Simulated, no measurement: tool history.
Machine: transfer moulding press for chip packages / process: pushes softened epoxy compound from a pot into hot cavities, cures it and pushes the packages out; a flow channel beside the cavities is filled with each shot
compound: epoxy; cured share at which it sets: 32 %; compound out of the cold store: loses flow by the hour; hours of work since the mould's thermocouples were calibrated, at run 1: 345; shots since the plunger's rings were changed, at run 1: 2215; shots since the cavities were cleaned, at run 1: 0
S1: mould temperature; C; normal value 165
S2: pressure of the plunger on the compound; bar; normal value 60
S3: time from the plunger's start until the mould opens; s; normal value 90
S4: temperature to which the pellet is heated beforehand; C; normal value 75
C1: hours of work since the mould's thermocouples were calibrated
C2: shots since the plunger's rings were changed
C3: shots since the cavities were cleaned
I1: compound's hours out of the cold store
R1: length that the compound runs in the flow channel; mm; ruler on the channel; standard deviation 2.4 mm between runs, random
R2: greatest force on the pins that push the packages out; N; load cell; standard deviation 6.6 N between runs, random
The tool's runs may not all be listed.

run 1 day=0 | S1=165 S2=60 S3=90 S4=75 | C1=345 C2=2215 C3=0 | I1=11.6 | R1=734 R2=295
run 2 day=0.921 | S1=165 S2=60 S3=90 S4=82 | C1=360 C2=2484 C3=269 | I1=30 | R1=679 R2=385
-- day=1.471 plunger's sealing rings changed
run 3 day=1.867 | S1=165 S2=60 S3=90 S4=83 | C1=374 C2=115 C3=514 | I1=28.3 | R1=698 R2=457
-- day=2.054 cavities cleaned with cleaning compound and waxed
run 4 day=2.921 | S1=165 S2=60 S3=90 S4=75 | C1=390 C2=406 C3=253 | I1=12.7 | R1=739 R2=427
run 5 day=3.629 | S1=165 S2=60 S3=90 S4=75 | C1=401 C2=612 C3=459 | I1=21.9 | R1=716 R2=480
-- day=4.025 cavities cleaned with cleaning compound and waxed
run 6 day=4.433 | S1=165 S2=60 S3=90 S4=75 | C1=413 C2=829 C3=120 | I1=42.6 | R1=652 R2=344
run 7 day=5.25 | S1=165 S2=60 S3=90 S4=75 | C1=427 C2=1067 C3=358 | I1=30.5 | R1=687 R2=433
-- day=6.033 cavities cleaned with cleaning compound and waxed
run 8 day=6.075 | S1=165 S2=60 S3=90 S4=75 | C1=439 C2=1289 C3=12 | I1=43.7 | R1=645 R2=292
run 9 day=6.696 | S1=165 S2=60 S3=90 S4=75 | C1=449 C2=1470 C3=193 | I1=29.9 | R1=680 R2=374
run 10 day=7.283 | S1=165 S2=60 S3=90 S4=75 | C1=459 C2=1642 C3=365 | I1=43.1 | R1=641 R2=423
run 11 day=7.721 | S1=165 S2=60 S3=90 S4=75 | C1=466 C2=1770 C3=493 | I1=44.4 | R1=642 R2=446
-- day=8.008 cavities cleaned with cleaning compound and waxed
run 12 day=8.662 | S1=165 S2=60 S3=90 S4=75 | C1=480 C2=2027 C3=192 | I1=14.3 | R1=727 R2=402
-- day=8.804 mould's thermocouples calibrated
run 13 day=9.408 | S1=165 S2=60 S3=90 S4=75 | C1=10 C2=2220 C3=385 | I1=36.5 | R1=660 R2=459
run 14 day=9.858 | S1=165 S2=60 S3=120 S4=75 | C1=17 C2=2351 C3=516 | I1=20.8 | R1=703 R2=334
-- day=10.062 cavities cleaned with cleaning compound and waxed
run 15 day=10.608 | S1=165 S2=60 S3=120 S4=75 | C1=28 C2=2552 C3=160 | I1=25.4 | R1=693 R2=253
-- day=10.888 plunger's sealing rings changed
run 16 day=11.362 | S1=164 S2=60 S3=90 S4=84 | C1=39 C2=139 C3=349 | I1=13 | R1=746 R2=502
-- day=12.121 cavities cleaned with cleaning compound and waxed
run 17 day=12.275 | S1=161 S2=48 S3=90 S4=75 | C1=53 C2=388 C3=45 | I1=28.6 | R1=628 R2=438
-- day=12.404 mould's thermocouples calibrated, once more
run 18 day=13.246 | S1=161 S2=48 S3=90 S4=75 | C1=14 C2=647 C3=304 | I1=44.2 | R1=580 R2=503
run 19 day=14.054 | S1=163 S2=60.5 S3=85 S4=78 | C1=27 C2=882 C3=539 | I1=11.6 | R1=748 R2=632
-- day=14.179 cavities cleaned with cleaning compound and waxed
run 20 day=15.079 | S1=164 S2=50.5 S3=125 S4=81 | C1=42 C2=1163 C3=263 | I1=22 | R1=650 R2=260
run 21 day=15.917 | S1=164 S2=50.5 S3=125 S4=81 | C1=56 C2=1407 C3=507 | I1=36.1 | R1=607 R2=324
-- day=16.171 cavities cleaned with cleaning compound and waxed
run 22 day=16.596 | S1=172 S2=60 S3=75 S4=75 | C1=66 C2=1587 C3=123 | I1=41.7 | R1=635 R2=317
run 23 day=17.533 | S1=163 S2=53 S3=83 S4=68 | C1=81 C2=1861 C3=397 | I1=35.1 | R1=621 R2=595
run 24 day=18.008 | S1=163 S2=53 S3=83 S4=68 | C1=89 C2=2000 C3=536 | I1=26.8 | R1=650 R2=659
-- day=18.171 cavities cleaned with cleaning compound and waxed
run 25 day=19.088 | S1=167 S2=53 S3=114 S4=68 | C1=106 C2=2297 C3=268 | I1=16.3 | R1=666 R2=268
run 26 day=20.038 | S1=167 S2=53 S3=114 S4=68 | C1=121 C2=2573 C3=544 | I1=15.6 | R1=666 R2=328
-- day=20.154 cavities cleaned with cleaning compound and waxed
-- day=20.304 plunger's sealing rings changed
run 27 day=20.729 | S1=158 S2=60 S3=90 S4=75 | C1=129 C2=124 C3=137 | I1=9.6 | R1=763 R2=602
run 28 day=21.338 | S1=158 S2=55.6 S3=74 S4=65 | C1=139 C2=301 C3=314 | I1=41.6 | R1=644 R2=1015
run 29 day=21.825 | S1=158 S2=55.6 S3=74 S4=65 | C1=147 C2=443 C3=456 | I1=43.5 | R1=639 R2=1100

What if the next run were any one of these 3? Each begins from the tool's condition after run 29:
-- day=22.221 cavities cleaned with cleaning compound and waxed
run A day=22.917 | S1=158 S2=49.3 S3=74 S4=65 | C1=164 C2=745 C3=204 | I1=15.8 | R1=? R2=?
-- day=22.221 cavities cleaned with cleaning compound and waxed
run B day=22.917 | S1=158 S2=53.2 S3=129 S4=65 | C1=164 C2=745 C3=204 | I1=38.7 | R1=? R2=?
-- day=22.221 cavities cleaned with cleaning compound and waxed
run C day=22.917 | S1=165 S2=60 S3=108 S4=75 | C1=164 C2=745 C3=204 | I1=12.8 | R1=? R2=?

run=A R1=672 R2=944
run=B R1=635 R2=282
run=C R1=734 R2=264
Take away the tool's hidden state, keep each run's random variation, and the runs would have read:
run=A R1=680 R2=717
run=B R1=642 R2=215
run=C R1=742 R2=201
